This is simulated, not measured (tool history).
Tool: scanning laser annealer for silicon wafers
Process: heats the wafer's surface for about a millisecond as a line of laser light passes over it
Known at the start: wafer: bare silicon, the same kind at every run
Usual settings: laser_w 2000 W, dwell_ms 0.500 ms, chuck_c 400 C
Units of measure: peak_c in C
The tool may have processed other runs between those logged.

| run | hour | laser_w | dwell_ms | chuck_c | peak_c |
|---|---|---|---|---|---|
| 1 | 0.0 | 2000 | 0.500 | 400 | 1131 |
| 2 | 51.5 | 1767 | 0.500 | 400 | 1025 |
| 3 | 107.8 | 2000 | 0.500 | 413 | 1140 |
| 4 | 142.5 | 2000 | 0.500 | 413 | 1142 |
| 5 | 197.9 | 2000 | 0.500 | 400 | 1130 |
| 6 | 231.9 | 2000 | 0.500 | 400 | 1132 |
| 7 | 285.3 | 2000 | 0.536 | 404 | 1156 |
| 8 | 330.9 | 2049 | 0.400 | 395 | 1080 |
| 9 | 363.7 | 2113 | 0.553 | 406 | 1222 |
| 10 | 403.2 | 1885 | 0.450 | 412 | 1060 |
| 11 | 466.3 | 2000 | 0.413 | 400 | 1073 |
| 12 | 539.5 | 2000 | 0.388 | 400 | 1054 |

Branching from run 12: 5 alternative next runs. What would each branch give?
| A | 583.7 | 2000 | 0.388 | 405 | ? |
| B | 583.7 | 2000 | 0.596 | 380 | ? |
| C | 583.7 | 2071 | 0.500 | 400 | ? |
| D | 583.7 | 2000 | 0.484 | 400 | ? |
| E | 583.7 | 1724 | 0.388 | 396 | ? |

| run | peak_c |
|---|---|
| A | 1057 |
| B | 1168 |
| C | 1160 |
| D | 1122 |
| E | 939 |
Had the tool no hidden state, the same runs would have come out as:
| run | peak_c |
|---|---|
| A | 1058 |
| B | 1169 |
| C | 1161 |
| D | 1123 |
| E | 940 |
